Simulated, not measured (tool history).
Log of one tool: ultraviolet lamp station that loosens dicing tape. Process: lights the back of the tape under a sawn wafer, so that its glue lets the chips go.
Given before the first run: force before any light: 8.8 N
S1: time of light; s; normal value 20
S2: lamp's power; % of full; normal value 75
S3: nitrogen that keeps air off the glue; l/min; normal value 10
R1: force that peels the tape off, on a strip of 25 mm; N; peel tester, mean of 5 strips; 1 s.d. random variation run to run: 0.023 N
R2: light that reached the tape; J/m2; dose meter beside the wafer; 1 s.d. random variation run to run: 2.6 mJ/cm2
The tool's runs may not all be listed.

run    hour  S1  S2  S3     R1    R2
  1       0  20  75  10  1.418  2980
  2      86  20  76  10  1.503  2880
  3   162.5  20  76  10  1.588  2720
  4     235  20  76  10  1.956  2410
  5   276.1  20  75  10  2.138  2280
  6   361.3  20  75  10  2.352  2150
  7   451.1  11  75  10  4.276  1120
  8     493  11  75  10  4.461  1110
  9   581.7  11  75  10  3.516  1460
 10   635.7  11  75  10  3.669  1400
 11   692.5  20  75  19   1.29  2400
 12     771  20  75  10  2.157  2330
 13   843.6  20  75  10  2.171  2200
 14   905.6  20  75   7  2.879  2090
 15   970.3  20  75   7  2.939  2030
 16  1019.5  20  75   7  3.066  1940
 17  1089.2  20  75   7  2.918  2030
 18  1152.1  20  75   7  3.001  1980
 19  1242.5  20  75   7   1.68  3060
 20  1285.9  20  75   7  1.804  3020
 21  1345.1  20  75   7  1.873  2880
 22  1419.7  20  78   5  2.394  2870
 23  1510.4  20  79   6  1.821  3100
 24  1570.4  20  79   6  2.011  2950
 25  1624.2  20  79   6  2.064  2860
 26  1662.8  20  79   6  2.196  2800
 27  1711.9  38  60   4  1.718  3920
 28  1769.7  26  76   4  2.258  3280
 29  1856.8  20  75   8  2.315  2360
 30  1911.1  20  75   7  2.549  2300
 31  1971.6  20  75   7  2.342  2470

Missing from the log above: 6 entries noted between runs. For each, name the pair of listed runs it sits between and say how the tool's hidden condition differs from the listed run just before to the listed run just after:
After run 3, before run 4: window cleaned of glue's vapour (hour 178.1)
  lamp's light, % of a new lamp's: 92.5 -> 90.4; light that the window lets through, % of a clean one's: 87.1 -> 78.8
  what was measured, less what the result would be without the hidden state, R1: +0.511 -> +0.858 N; R2: -660 -> -970 J/m2
After run 8, before run 9: window cleaned of glue's vapour, once more (hour 576.2)
  lamp's light, % of a new lamp's: 82.2 -> 79.5; light that the window lets through, % of a clean one's: 72.2 -> 99.4
  what was measured, less what the result would be without the hidden state, R1: +1.646 -> +0.745 N; R2: -740 -> -390 J/m2
After run 16, before run 17: window cleaned of glue's vapour (hour 1038)
  lamp's light, % of a new lamp's: 65.2 -> 63.1; light that the window lets through, % of a clean one's: 88.7 -> 98.4
  what was measured, less what the result would be without the hidden state, R1: +1.589 -> +1.403 N; R2: -1410 -> -1260 J/m2
After run 18, before run 19: lamp changed (hour 1163.1)
  lamp's light, % of a new lamp's: 61.1 -> 97.4; light that the window lets through, % of a clean one's: 96.9 -> 94.7
  what was measured, less what the result would be without the hidden state, R1: +1.522 -> +0.21 N; R2: -1370 -> -260 J/m2
After run 22, before run 23: window cleaned of glue's vapour (hour 1500.4)
  lamp's light, % of a new lamp's: 91.9 -> 89; light that the window lets through, % of a clean one's: 90.4 -> 98.8
  what was measured, less what the result would be without the hidden state, R1: +0.555 -> +0.334 N; R2: -590 -> -430 J/m2
After run 30, before run 31: window cleaned of glue's vapour (hour 1961.5)
  lamp's light, % of a new lamp's: 76.5 -> 74.6; light that the window lets through, % of a clean one's: 88.8 -> 99.7
  what was measured, less what the result would be without the hidden state, R1: +1.084 -> +0.837 N; R2: -1080 -> -860 J/m2

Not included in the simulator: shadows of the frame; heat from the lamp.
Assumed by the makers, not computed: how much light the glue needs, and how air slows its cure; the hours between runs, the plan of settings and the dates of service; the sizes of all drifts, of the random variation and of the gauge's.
